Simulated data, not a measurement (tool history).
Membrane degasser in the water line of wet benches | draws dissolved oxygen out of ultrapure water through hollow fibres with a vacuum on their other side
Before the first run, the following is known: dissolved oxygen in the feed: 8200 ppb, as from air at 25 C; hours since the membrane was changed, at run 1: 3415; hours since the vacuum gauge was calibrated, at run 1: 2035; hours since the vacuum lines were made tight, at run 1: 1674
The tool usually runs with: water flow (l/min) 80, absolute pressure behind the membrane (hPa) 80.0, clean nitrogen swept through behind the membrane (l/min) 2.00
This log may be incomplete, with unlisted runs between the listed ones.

run	hour	water flow (l/min)	absolute pressure behind the membrane (hPa)	clean nitrogen swept through behind the membrane (l/min)	hours since the membrane was changed	hours since the vacuum gauge was calibrated	hours since the vacuum lines were made tight	dissolved oxygen in the water behind the degasser (ppb)	pressure that the water loses in the fibres (hPa)
1	0.0	80	80.0	2.00	3415	2035	1674	431.5	500.3
2	77.0	80	80.0	5.26	3492	2112	1751	226.0	498.2
3	185.3	61	80.0	2.00	3600	2221	1859	316.8	382.3
4	260.9	80	80.0	2.00	3676	2296	1935	435.9	496.0
5	319.6	80	80.0	2.00	3734	2355	1993	426.4	498.8
6	417.0	80	80.0	2.00	3832	2453	2091	438.9	500.2
7	491.1	59	80.0	2.00	3906	2527	2165	308.5	367.4
8	540.8	80	80.0	2.00	3956	2576	2215	437.4	498.6
9	632.1	80	80.0	2.00	4047	2668	2306	435.0	498.3
10	714.4	80	80.0	2.00	4129	2750	2388	431.9	498.6
11	788.7	80	80.0	2.00	4203	2824	2463	430.7	502.6
12	863.3	80	80.0	2.00	4278	2899	2537	438.0	503.3
13	977.0	80	80.0	2.00	4392	3013	2651	434.6	502.3
14	1072.3	80	80.0	2.00	4487	3108	2746	432.0	502.9
15	1136.1	80	80.0	2.00	4551	3172	2810	440.7	498.6
16	1219.2	80	80.0	2.00	4634	3255	2893	434.0	503.0
17	1310.8	118	87.4	1.25	4725	3346	2985	988.3	741.2
18	1419.4	76	115.1	3.30	4834	3455	3093	453.4	477.5
19	1522.0	76	115.1	3.30	4937	3558	3196	450.6	473.7
20	1590.1	115	117.7	2.44	5005	3626	3264	914.7	725.0
21	1694.8	115	117.7	2.44	5109	3730	3369	919.6	722.2
22	1757.7	115	117.7	2.44	5172	3793	3432	926.4	721.4
23	1814.5	71	198.9	2.90	5229	3850	3488	854.9	445.8
24	1894.9	71	198.9	2.90	5310	3930	3569	854.1	444.9
25	1997.1	84	198.9	2.90	5412	4033	3671	988.1	529.2
26	2077.4	80	99.0	1.51	5492	4113	3751	688.6	502.3
27	2134.0	80	99.0	1.51	5549	4170	3808	688.7	503.6
28	2221.8	104	85.0	2.93	5636	4257	3896	529.7	653.3
29	2336.8	104	103.4	1.94	5751	4372	4011	827.2	653.6
30	2384.8	104	103.4	1.94	5799	4420	4059	824.8	647.8
31	2500.6	104	103.4	1.94	5915	4536	4174	820.2	654.4
32	2612.2	104	135.9	3.06	6027	4648	4286	827.6	658.5

Each row is a separate what-if for the run after 32, all from the same tool condition, not one after another. Results?
A	2729.6	124	80.0	2.00	6144	4765	4403	?	?
B	2729.6	80	172.3	1.80	6144	4765	4403	?	?
C	2729.6	104	61.9	2.00	6144	4765	4403	?	?
D	2729.6	57	85.1	2.23	6144	4765	4403	?	?

run	dissolved oxygen in the water behind the degasser (ppb)	pressure that the water loses in the fibres (hPa)
A	773.1	778.9
B	1156.3	505.8
C	455.8	655.6
D	305.6	358.7
Without the tool's hidden state the same runs would have given:
run	dissolved oxygen in the water behind the degasser (ppb)	pressure that the water loses in the fibres (hPa)
A	738.9	756.7
B	1141.4	491.5
C	428.5	637.1
D	297.0	348.5
